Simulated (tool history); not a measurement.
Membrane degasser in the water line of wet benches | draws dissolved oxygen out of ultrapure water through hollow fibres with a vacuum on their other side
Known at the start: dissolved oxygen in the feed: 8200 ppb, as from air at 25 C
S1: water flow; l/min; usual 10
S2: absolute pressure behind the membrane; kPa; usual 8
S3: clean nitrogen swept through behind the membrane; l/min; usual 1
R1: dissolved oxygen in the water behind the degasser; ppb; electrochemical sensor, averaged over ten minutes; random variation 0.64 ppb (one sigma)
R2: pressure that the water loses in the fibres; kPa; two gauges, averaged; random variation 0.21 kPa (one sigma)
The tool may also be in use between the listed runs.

| run | hour | S1 | S2 | S3 | R1 | R2 |
|---|---|---|---|---|---|---|
| 1 | 0 | 10 | 8 | 1 | 117 | 48.19 |
| 2 | 38.9 | 10 | 8 | 1 | 117.3 | 48.35 |
| 3 | 59.2 | 10 | 8 | 1 | 116.4 | 48.61 |
| 4 | 107.3 | 14 | 8 | 1 | 167.7 | 68.23 |
| 5 | 149.4 | 10 | 8 | 1.33 | 91.6 | 48.51 |
| 6 | 177.4 | 10 | 8 | 1.33 | 90.9 | 48.46 |
| 7 | 223.8 | 16 | 8 | 1 | 192.5 | 77.43 |
| 8 | 245.2 | 10 | 13.48 | 1 | 241.5 | 48.31 |
| 9 | 277.4 | 10 | 8 | 1.35 | 88.8 | 48.47 |
| 10 | 317.6 | 10 | 8 | 0.45 | 239.7 | 48.36 |
| 11 | 354 | 10 | 5.9 | 1 | 69.9 | 48.23 |
| 12 | 395.4 | 10 | 5.9 | 1 | 69.3 | 48.77 |
| 13 | 419 | 6 | 8.47 | 1 | 79.6 | 29.06 |

Forecast run 14:
| 14 | 457.7 | 6 | 5.66 | 1.57 | ? | ? |

R1: 25.1 ppb
R2: 29.13 kPa
Without the tool's hidden state the same run would have given R1 23.6 ppb, R2 29.07 kPa.

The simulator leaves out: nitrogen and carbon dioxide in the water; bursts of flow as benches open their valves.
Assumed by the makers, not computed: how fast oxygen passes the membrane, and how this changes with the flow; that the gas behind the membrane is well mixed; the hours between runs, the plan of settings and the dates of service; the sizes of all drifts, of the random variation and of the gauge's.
